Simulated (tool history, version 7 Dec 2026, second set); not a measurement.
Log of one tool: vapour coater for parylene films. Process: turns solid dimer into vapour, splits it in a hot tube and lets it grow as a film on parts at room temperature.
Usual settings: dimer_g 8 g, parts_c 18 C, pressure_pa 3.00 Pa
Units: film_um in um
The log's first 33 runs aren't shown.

run,hour,dimer_g,parts_c,pressure_pa,film_um
34,654.1,8,11,4.17,2.09
35,677.0,8,11,4.17,2.11
# hour 685.5: gauge calibrated
36,691.8,8,18,6.99,1.67
37,712.9,7,24,2.02,1.64
38,727.3,8,18,3.00,1.93
39,750.6,8,13,3.00,2.09
40,778.9,10,21,10.63,1.87
41,803.0,8,11,10.83,1.73
42,818.7,8,11,10.83,1.75
43,830.3,8,21,8.61,1.54
44,858.7,5,19,3.93,1.15
45,884.6,5,19,3.93,1.15
46,908.8,5,14,2.15,1.39
47,920.3,5,14,2.15,1.38

4 ways to go on from here, each from the tool as it stands after run 47. What would each give?
# hour 938.9: trap's valve overhauled
A,950.3,3,21,2.19,?
# hour 938.9: trap's valve overhauled
B,950.3,10,30,3.00,?
# hour 938.9: trap's valve overhauled
C,950.3,5,22,4.08,?
# hour 938.9: trap's valve overhauled
D,950.3,5,18,3.00,?

run,film_um
A,0.76
B,2.03
C,1.09
D,1.23
Without the tool's hidden state the same runs would have given:
run,film_um
A,0.74
B,1.99
C,1.06
D,1.21
